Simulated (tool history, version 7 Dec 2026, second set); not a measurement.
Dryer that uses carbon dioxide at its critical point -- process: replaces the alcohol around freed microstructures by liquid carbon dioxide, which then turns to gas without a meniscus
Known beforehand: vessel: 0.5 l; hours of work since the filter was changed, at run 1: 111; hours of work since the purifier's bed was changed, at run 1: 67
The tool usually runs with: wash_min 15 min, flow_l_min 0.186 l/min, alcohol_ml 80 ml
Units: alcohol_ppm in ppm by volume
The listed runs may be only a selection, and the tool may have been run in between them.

run	hour	wash_min	flow_l_min	alcohol_ml	hours of work since the filter was changed	hours of work since the purifier's bed was changed	alcohol_ppm
1	0	15	0.186	80	111	67	1893
2	12.3	15	0.186	80	118	74	1892
3	24.1	15	0.186	80	125	81	1945
4	35.7	15	0.186	80	131	87	2032
5	45.2	15	0.186	58	136	92	1500
6	51.6	15	0.186	58	140	96	1503
7	57.7	15	0.186	58	143	99	1529
8	67.4	15	0.186	58	149	105	1569
9	74.7	12	0.269	80	153	109	1122
10	86.9	12	0.269	80	160	116	1172
11	99.3	12	0.186	70	167	123	4538

For run 12, what comes out?
# hour 102.4: inlet filter changed
12	110.3	15	0.146	80	4	128	?

{"run 12": {"alcohol_ppm": 3532}}
Without the tool's hidden state the same run would have given alcohol_ppm 3418 ppm by volume.
